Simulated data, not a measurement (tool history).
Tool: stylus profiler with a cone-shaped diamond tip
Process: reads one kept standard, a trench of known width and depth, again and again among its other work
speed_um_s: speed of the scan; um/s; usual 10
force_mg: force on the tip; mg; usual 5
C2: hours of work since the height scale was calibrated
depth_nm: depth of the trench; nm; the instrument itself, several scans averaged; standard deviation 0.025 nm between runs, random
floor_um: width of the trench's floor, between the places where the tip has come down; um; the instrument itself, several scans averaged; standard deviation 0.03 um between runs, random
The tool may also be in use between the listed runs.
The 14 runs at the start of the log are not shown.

-- hour=892.7 height scale calibrated on a step standard, once more
run 15 hour=926.7 | speed_um_s=10 force_mg=5 | scans_with_this_tip=2649 C2=16 | depth_nm=205.51 floor_um=47.46
run 16 hour=963.1 | speed_um_s=10 force_mg=3.51 | scans_with_this_tip=2851 C2=33 | depth_nm=204.32 floor_um=47.42
run 17 hour=1018.8 | speed_um_s=10 force_mg=3.51 | scans_with_this_tip=3161 C2=59 | depth_nm=204.28 floor_um=47.41
run 18 hour=1062.8 | speed_um_s=38 force_mg=3.51 | scans_with_this_tip=3406 C2=80 | depth_nm=204.38 floor_um=47.27
run 19 hour=1107.5 | speed_um_s=38 force_mg=3.51 | scans_with_this_tip=3654 C2=101 | depth_nm=204.33 floor_um=47.19
run 20 hour=1172.9 | speed_um_s=6 force_mg=3.28 | scans_with_this_tip=4018 C2=132 | depth_nm=204.14 floor_um=47.2
run 21 hour=1222.5 | speed_um_s=10 force_mg=12.1 | scans_with_this_tip=4294 C2=155 | depth_nm=209.94 floor_um=47.12
run 22 hour=1266.4 | speed_um_s=2 force_mg=2.62 | scans_with_this_tip=4539 C2=176 | depth_nm=203.53 floor_um=47.11
run 23 hour=1322.3 | speed_um_s=38 force_mg=13.6 | scans_with_this_tip=4849 C2=202 | depth_nm=210.71 floor_um=47.06
run 24 hour=1392.8 | speed_um_s=10 force_mg=5.44 | scans_with_this_tip=5241 C2=235 | depth_nm=205.76 floor_um=46.98
run 25 hour=1467.4 | speed_um_s=13 force_mg=8.03 | scans_with_this_tip=5656 C2=270 | depth_nm=207.43 floor_um=46.85
run 26 hour=1539.2 | speed_um_s=17 force_mg=5 | scans_with_this_tip=6056 C2=304 | depth_nm=205.41 floor_um=46.85
run 27 hour=1593.3 | speed_um_s=3 force_mg=10.58 | scans_with_this_tip=6357 C2=329 | depth_nm=209.03 floor_um=46.87
run 28 hour=1645.7 | speed_um_s=10 force_mg=8.39 | scans_with_this_tip=6648 C2=354 | depth_nm=207.7 floor_um=46.74
run 29 hour=1686.8 | speed_um_s=10 force_mg=1.7 | scans_with_this_tip=6877 C2=373 | depth_nm=202.54 floor_um=46.76
run 30 hour=1747.6 | speed_um_s=10 force_mg=1.7 | scans_with_this_tip=7215 C2=402 | depth_nm=202.54 floor_um=46.68
run 31 hour=1810.8 | speed_um_s=5 force_mg=9.3 | scans_with_this_tip=7567 C2=431 | depth_nm=208.17 floor_um=46.64
run 32 hour=1855.3 | speed_um_s=12 force_mg=7.42 | scans_with_this_tip=7814 C2=452 | depth_nm=207.01 floor_um=46.62
run 33 hour=1915.1 | speed_um_s=12 force_mg=2.43 | scans_with_this_tip=8146 C2=480 | depth_nm=203.24 floor_um=46.58

4 options for the next run, each taken on its own from the tool as it stands now. Forecast them:
run A hour=1989.6 | speed_um_s=4 force_mg=4.46 | scans_with_this_tip=8561 C2=515 | depth_nm=? floor_um=?
run B hour=1989.6 | speed_um_s=4 force_mg=3.33 | scans_with_this_tip=8561 C2=515 | depth_nm=? floor_um=?
run C hour=1989.6 | speed_um_s=16 force_mg=2.43 | scans_with_this_tip=8561 C2=515 | depth_nm=? floor_um=?
run D hour=1989.6 | speed_um_s=5 force_mg=4.57 | scans_with_this_tip=8561 C2=515 | depth_nm=? floor_um=?

run=A depth_nm=204.97 floor_um=46.51
run=B depth_nm=203.99 floor_um=46.54
run=C depth_nm=203.23 floor_um=46.55
run=D depth_nm=204.99 floor_um=46.49
Take away the tool's hidden state, keep each run's random variation, and the runs would have read:
run=A depth_nm=205.15 floor_um=48.03
run=B depth_nm=204.17 floor_um=48.05
run=C depth_nm=203.41 floor_um=48.07
run=D depth_nm=205.17 floor_um=48

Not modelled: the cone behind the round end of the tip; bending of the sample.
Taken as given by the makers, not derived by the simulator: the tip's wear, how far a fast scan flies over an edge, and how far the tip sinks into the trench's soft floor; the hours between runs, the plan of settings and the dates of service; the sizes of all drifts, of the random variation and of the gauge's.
